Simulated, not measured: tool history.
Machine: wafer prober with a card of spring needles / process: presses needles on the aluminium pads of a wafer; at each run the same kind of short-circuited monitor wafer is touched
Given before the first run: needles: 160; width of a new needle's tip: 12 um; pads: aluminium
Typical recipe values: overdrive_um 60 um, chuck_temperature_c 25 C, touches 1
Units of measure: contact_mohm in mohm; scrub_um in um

Run 1, hour 0.0: usual settings. Result: contact_mohm 167 mohm, scrub_um 15.50 um.
At hour 4.1: tips cleaned on abrasive film.
At hour 23.5: tips cleaned on abrasive film.
At hour 42.8: tips cleaned on abrasive film.
At hour 60.5: tips cleaned on abrasive film.
Run 2, hour 63.7: usual settings. Result: contact_mohm 164 mohm, scrub_um 15.53 um.
At hour 78.2: tips cleaned on abrasive film.
Run 3, hour 91.3: usual settings. Result: contact_mohm 165 mohm, scrub_um 15.48 um.
At hour 95.3: tips cleaned on abrasive film.
At hour 113.7: tips cleaned on abrasive film.
At hour 131.0: tips cleaned on abrasive film.
Run 4, hour 140.3: usual settings. Result: contact_mohm 164 mohm, scrub_um 15.51 um.
At hour 148.3: tips cleaned on abrasive film.
At hour 166.9: tips cleaned on abrasive film.
Run 5, hour 181.7: usual settings. Result: contact_mohm 167 mohm, scrub_um 15.42 um.
At hour 185.7: tips cleaned on abrasive film.
At hour 204.8: tips cleaned on abrasive film.
At hour 223.4: tips cleaned on abrasive film.
At hour 223.7: height of the first contact set anew.
Run 6, hour 229.9: usual settings but overdrive_um 64 um. Result: contact_mohm 164 mohm, scrub_um 16.54 um.
At hour 241.1: tips cleaned on abrasive film.
At hour 259.1: tips cleaned on abrasive film.
At hour 277.0: tips cleaned on abrasive film.
Run 7, hour 286.4: usual settings but overdrive_um 72 um, chuck_temperature_c 89 C. Result: contact_mohm 176 mohm, scrub_um 18.59 um.
At hour 294.5: tips cleaned on abrasive film.
At hour 312.8: tips cleaned on abrasive film.
Run 8, hour 321.2: usual settings but chuck_temperature_c 115 C. Result: contact_mohm 183 mohm, scrub_um 15.46 um.
At hour 332.6: tips cleaned on abrasive film.
At hour 351.3: tips cleaned on abrasive film.
At hour 368.0: tips cleaned on abrasive film.
Run 9, hour 380.8: usual settings but overdrive_um 41 um, chuck_temperature_c 118 C, touches 3. Result: contact_mohm 194 mohm, scrub_um 10.51 um.
At hour 384.1: tips cleaned on abrasive film.
At hour 403.1: tips cleaned on abrasive film.
At hour 421.8: tips cleaned on abrasive film.
Run 10, hour 429.5: usual settings but overdrive_um 41 um, chuck_temperature_c 33 C, touches 2. Result: contact_mohm 176 mohm, scrub_um 10.57 um.
At hour 441.3: tips cleaned on abrasive film.
At hour 459.8: tips cleaned on abrasive film.
At hour 476.7: tips cleaned on abrasive film.
Run 11, hour 476.7: usual settings but overdrive_um 52 um, chuck_temperature_c 43 C. Result: contact_mohm 171 mohm, scrub_um 13.33 um.
At hour 495.1: tips cleaned on abrasive film.
Run 12, hour 507.5: usual settings but overdrive_um 52 um, chuck_temperature_c 43 C. Result: contact_mohm 172 mohm, scrub_um 13.30 um.

Forecast each of these 3 alternatives for the next run:
At hour 511.5: tips cleaned on abrasive film.
At hour 530.4: tips cleaned on abrasive film.
At hour 546.3: tips cleaned on abrasive film.
Run A, hour 550.4: usual settings but overdrive_um 52 um, chuck_temperature_c 107 C. Result: contact_mohm ?, scrub_um ?.
At hour 511.5: tips cleaned on abrasive film.
At hour 530.4: tips cleaned on abrasive film.
At hour 546.3: tips cleaned on abrasive film.
Run B, hour 550.4: usual settings but overdrive_um 76 um, chuck_temperature_c 57 C. Result: contact_mohm ?, scrub_um ?.
At hour 511.5: tips cleaned on abrasive film.
At hour 530.4: tips cleaned on abrasive film.
At hour 546.3: tips cleaned on abrasive film.
Run C, hour 550.4: usual settings but chuck_temperature_c 85 C. Result: contact_mohm ?, scrub_um ?.

run  contact_mohm  scrub_um
  A           187     13.35
  B           169     19.55
  C           178     15.34
What these runs would have given with no unlogged condition in the tool:
run  contact_mohm  scrub_um
  A           186     13.46
  B           169     19.70
  C           178     15.46

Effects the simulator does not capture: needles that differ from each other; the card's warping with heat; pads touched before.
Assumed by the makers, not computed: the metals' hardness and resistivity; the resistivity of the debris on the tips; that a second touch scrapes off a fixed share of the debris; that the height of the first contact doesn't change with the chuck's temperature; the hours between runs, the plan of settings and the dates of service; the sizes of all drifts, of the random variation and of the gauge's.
